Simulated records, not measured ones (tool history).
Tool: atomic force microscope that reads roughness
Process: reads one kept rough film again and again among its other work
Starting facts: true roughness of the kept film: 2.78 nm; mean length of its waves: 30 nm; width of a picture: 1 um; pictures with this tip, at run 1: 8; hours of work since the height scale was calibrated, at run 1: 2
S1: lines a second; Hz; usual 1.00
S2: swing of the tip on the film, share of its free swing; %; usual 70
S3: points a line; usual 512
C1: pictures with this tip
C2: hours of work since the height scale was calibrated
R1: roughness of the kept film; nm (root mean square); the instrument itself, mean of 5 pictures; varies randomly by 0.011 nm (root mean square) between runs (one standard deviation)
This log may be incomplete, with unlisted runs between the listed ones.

Run 1, hour 0.0: usual settings; C1 8; C2 2. Result: R1 2.471 nm (root mean square).
Run 2, hour 8.5: usual settings; C1 20; C2 6. Result: R1 2.449 nm (root mean square).
Run 3, hour 17.3: usual settings; C1 34; C2 10. Result: R1 2.421 nm (root mean square).
Run 4, hour 30.1: usual settings but S2 60 %; C1 53; C2 15. Result: R1 2.412 nm (root mean square).
Run 5, hour 39.3: usual settings; C1 66; C2 19. Result: R1 2.336 nm (root mean square).
Run 6, hour 50.4: usual settings but S2 81 %; C1 83; C2 24. Result: R1 2.223 nm (root mean square).
Run 7, hour 65.5: usual settings but S2 81 %; C1 106; C2 31. Result: R1 2.179 nm (root mean square).
Run 8, hour 77.0: usual settings but S2 81 %; C1 123; C2 36. Result: R1 2.127 nm (root mean square).
Run 9, hour 94.3: usual settings but S1 1.41 Hz; C1 149; C2 43. Result: R1 2.131 nm (root mean square).
Run 10, hour 106.0: usual settings but S1 1.41 Hz, S3 437; C1 166; C2 48. Result: R1 2.084 nm (root mean square).
Run 11, hour 119.4: usual settings but S1 1.41 Hz, S3 437; C1 186; C2 54. Result: R1 2.053 nm (root mean square).
Run 12, hour 130.7: usual settings; C1 203; C2 59. Result: R1 2.058 nm (root mean square).
At hour 134.3: new tip fitted.
Run 13, hour 146.5: usual settings; C1 18; C2 66. Result: R1 2.440 nm (root mean square).
Run 14, hour 163.5: usual settings; C1 43; C2 73. Result: R1 2.401 nm (root mean square).
Run 15, hour 174.7: usual settings; C1 60; C2 78. Result: R1 2.363 nm (root mean square).
Run 16, hour 188.3: usual settings; C1 80; C2 84. Result: R1 2.298 nm (root mean square).
Run 17, hour 201.5: usual settings; C1 100; C2 89. Result: R1 2.253 nm (root mean square).
Run 18, hour 209.1: usual settings; C1 111; C2 93. Result: R1 2.246 nm (root mean square).
Run 19, hour 222.4: usual settings; C1 131; C2 98. Result: R1 2.194 nm (root mean square).
Run 20, hour 238.9: usual settings; C1 156; C2 106. Result: R1 2.143 nm (root mean square).
Run 21, hour 256.1: usual settings but S3 945; C1 182; C2 113. Result: R1 2.095 nm (root mean square).
Run 22, hour 271.5: usual settings but S3 945; C1 205; C2 120. Result: R1 2.044 nm (root mean square).
At hour 274.6: new tip fitted.
Run 23, hour 284.6: usual settings but S3 945; C1 15; C2 125. Result: R1 2.462 nm (root mean square).
Run 24, hour 299.6: usual settings but S3 945; C1 38; C2 132. Result: R1 2.391 nm (root mean square).
Run 25, hour 308.6: usual settings but S1 3.35 Hz, S3 729; C1 51; C2 136. Result: R1 2.177 nm (root mean square).
Run 26, hour 325.7: usual settings but S1 3.35 Hz, S3 729; C1 77; C2 143. Result: R1 2.100 nm (root mean square).
Run 27, hour 342.0: usual settings but S1 2.11 Hz, S2 74 %, S3 729; C1 101; C2 150. Result: R1 2.110 nm (root mean square).
Run 28, hour 350.5: usual settings but S1 2.11 Hz, S2 74 %, S3 729; C1 114; C2 154. Result: R1 2.074 nm (root mean square).
Run 29, hour 360.4: usual settings but S1 2.48 Hz, S2 56 %, S3 361; C1 129; C2 158. Result: R1 2.185 nm (root mean square).
Run 30, hour 368.7: usual settings but S1 1.05 Hz, S2 72 %, S3 361; C1 141; C2 162. Result: R1 2.141 nm (root mean square).
Run 31, hour 376.5: usual settings but S1 1.46 Hz, S2 74 %, S3 670; C1 153; C2 165. Result: R1 2.070 nm (root mean square).
Run 32, hour 394.0: usual settings but S1 1.46 Hz, S2 74 %, S3 670; C1 179; C2 173. Result: R1 2.030 nm (root mean square).
Run 33, hour 406.0: usual settings but S3 857; C1 197; C2 178. Result: R1 2.050 nm (root mean square).
At hour 414.2: new tip fitted.
Run 34, hour 414.3: usual settings but S3 857; C1 0; C2 181. Result: R1 2.483 nm (root mean square).
Run 35, hour 426.1: usual settings but S3 534; C1 18; C2 186. Result: R1 2.435 nm (root mean square).
Run 36, hour 441.0: usual settings but S3 534; C1 40; C2 193. Result: R1 2.386 nm (root mean square).
Run 37, hour 456.7: usual settings but S1 2.25 Hz, S2 88 %, S3 477; C1 64; C2 200. Result: R1 1.946 nm (root mean square).
Run 38, hour 468.0: usual settings but S1 2.25 Hz, S2 88 %, S3 477; C1 81; C2 204. Result: R1 1.931 nm (root mean square).
Run 39, hour 476.7: usual settings but S1 2.25 Hz, S2 88 %, S3 477; C1 94; C2 208. Result: R1 1.907 nm (root mean square).
Run 40, hour 492.6: usual settings but S1 2.25 Hz, S2 88 %, S3 477; C1 117; C2 215. Result: R1 1.862 nm (root mean square).
Run 41, hour 502.5: usual settings but S1 2.25 Hz, S2 88 %, S3 477; C1 132; C2 219. Result: R1 1.834 nm (root mean square).
Run 42, hour 519.3: usual settings but S3 456; C1 157; C2 227. Result: R1 2.112 nm (root mean square).
Run 43, hour 536.4: usual settings but S1 1.48 Hz, S2 89 %, S3 456; C1 183; C2 234. Result: R1 1.863 nm (root mean square).
Run 44, hour 544.8: usual settings but S1 2.24 Hz, S2 88 %, S3 665; C1 195; C2 238. Result: R1 1.751 nm (root mean square).

What if the next run were any one of these 5? Each begins from the tool's condition after run 44:
At hour 553.8: new tip fitted.
Run A, hour 554.8: usual settings but S1 2.36 Hz, S2 89 %; C1 2; C2 242. Result: R1 ?.
At hour 553.8: new tip fitted.
Run B, hour 554.8: usual settings but S2 73 %; C1 2; C2 242. Result: R1 ?.
At hour 553.8: new tip fitted.
Run C, hour 554.8: usual settings but S1 1.26 Hz; C1 2; C2 242. Result: R1 ?.
At hour 553.8: new tip fitted.
Run D, hour 554.8: usual settings but S1 3.81 Hz, S2 88 %, S3 665; C1 2; C2 242. Result: R1 ?.
At hour 553.8: new tip fitted.
Run E, hour 554.8: usual settings but S2 84 %, S3 347; C1 2; C2 242. Result: R1 ?.

run     R1
  A  2.051
  B  2.454
  C  2.451
  D  1.851
  E  2.368
With no hidden state in the tool, these same runs would have given:
run     R1
  A  2.063
  B  2.469
  C  2.465
  D  1.862
  E  2.382

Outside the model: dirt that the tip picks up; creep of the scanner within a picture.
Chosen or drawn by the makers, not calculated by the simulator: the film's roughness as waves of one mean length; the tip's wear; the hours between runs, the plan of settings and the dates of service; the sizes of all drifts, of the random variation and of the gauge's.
